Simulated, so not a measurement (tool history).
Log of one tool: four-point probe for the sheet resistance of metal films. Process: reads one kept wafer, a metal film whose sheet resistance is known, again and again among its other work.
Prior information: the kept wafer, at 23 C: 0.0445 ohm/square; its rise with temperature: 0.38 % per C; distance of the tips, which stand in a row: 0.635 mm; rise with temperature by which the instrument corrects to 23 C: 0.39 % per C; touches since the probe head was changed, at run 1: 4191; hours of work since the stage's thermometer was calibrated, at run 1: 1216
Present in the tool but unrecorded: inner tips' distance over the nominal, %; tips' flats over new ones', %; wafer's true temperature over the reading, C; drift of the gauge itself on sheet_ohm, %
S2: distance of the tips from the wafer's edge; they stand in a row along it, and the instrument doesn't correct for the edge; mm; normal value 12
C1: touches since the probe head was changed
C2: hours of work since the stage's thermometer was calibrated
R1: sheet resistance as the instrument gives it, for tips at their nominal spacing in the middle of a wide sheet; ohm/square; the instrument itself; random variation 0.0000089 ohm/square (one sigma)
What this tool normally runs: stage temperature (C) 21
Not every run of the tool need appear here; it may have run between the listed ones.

run 1 hour=0.0 | stage_temperature_(C)=21 S2=12 | C1=4191 C2=1216 | R1=0.044685
run 2 hour=15.0 | stage_temperature_(C)=21 S2=12 | C1=4543 C2=1225 | R1=0.044673
run 3 hour=24.2 | stage_temperature_(C)=21 S2=12 | C1=4759 C2=1230 | R1=0.044670
run 4 hour=37.3 | stage_temperature_(C)=21 S2=12 | C1=5067 C2=1238 | R1=0.044673
run 5 hour=53.2 | stage_temperature_(C)=21 S2=12 | C1=5439 C2=1248 | R1=0.044656
run 6 hour=63.7 | stage_temperature_(C)=21 S2=39 | C1=5687 C2=1254 | R1=0.044599
run 7 hour=79.3 | stage_temperature_(C)=21 S2=39 | C1=6053 C2=1264 | R1=0.044618
run 8 hour=94.5 | stage_temperature_(C)=21 S2=39 | C1=6411 C2=1273 | R1=0.044586
run 9 hour=104.6 | stage_temperature_(C)=21 S2=39 | C1=6646 C2=1279 | R1=0.044592
run 10 hour=114.2 | stage_temperature_(C)=21 S2=39 | C1=6873 C2=1285 | R1=0.044603
run 11 hour=125.7 | stage_temperature_(C)=21 S2=39 | C1=7143 C2=1292 | R1=0.044616
run 12 hour=136.8 | stage_temperature_(C)=21 S2=39 | C1=7404 C2=1298 | R1=0.044622
run 13 hour=147.5 | stage_temperature_(C)=21 S2=39 | C1=7655 C2=1305 | R1=0.044634
run 14 hour=156.2 | stage_temperature_(C)=21 S2=39 | C1=7858 C2=1310 | R1=0.044624
run 15 hour=169.7 | stage_temperature_(C)=34 S2=39 | C1=8175 C2=1318 | R1=0.044529
run 16 hour=181.9 | stage_temperature_(C)=30 S2=10 | C1=8461 C2=1325 | R1=0.044651
-- hour=183.2 stage's thermometer calibrated
run 17 hour=197.1 | stage_temperature_(C)=20 S2=4 | C1=8808 C2=8 | R1=0.045214
run 18 hour=204.4 | stage_temperature_(C)=23 S2=18 | C1=8978 C2=13 | R1=0.044612
run 19 hour=216.0 | stage_temperature_(C)=21 S2=4 | C1=9252 C2=20 | R1=0.045199

For run 20, what comes out?
run 20 hour=222.6 | stage_temperature_(C)=28 S2=56 | C1=9407 C2=24 | R1=?

Run 20 gave R1 0.044553 ohm/square.
Were there no unlogged condition in the tool, this run, its random variation unchanged, would have produced R1 0.044465 ohm/square.
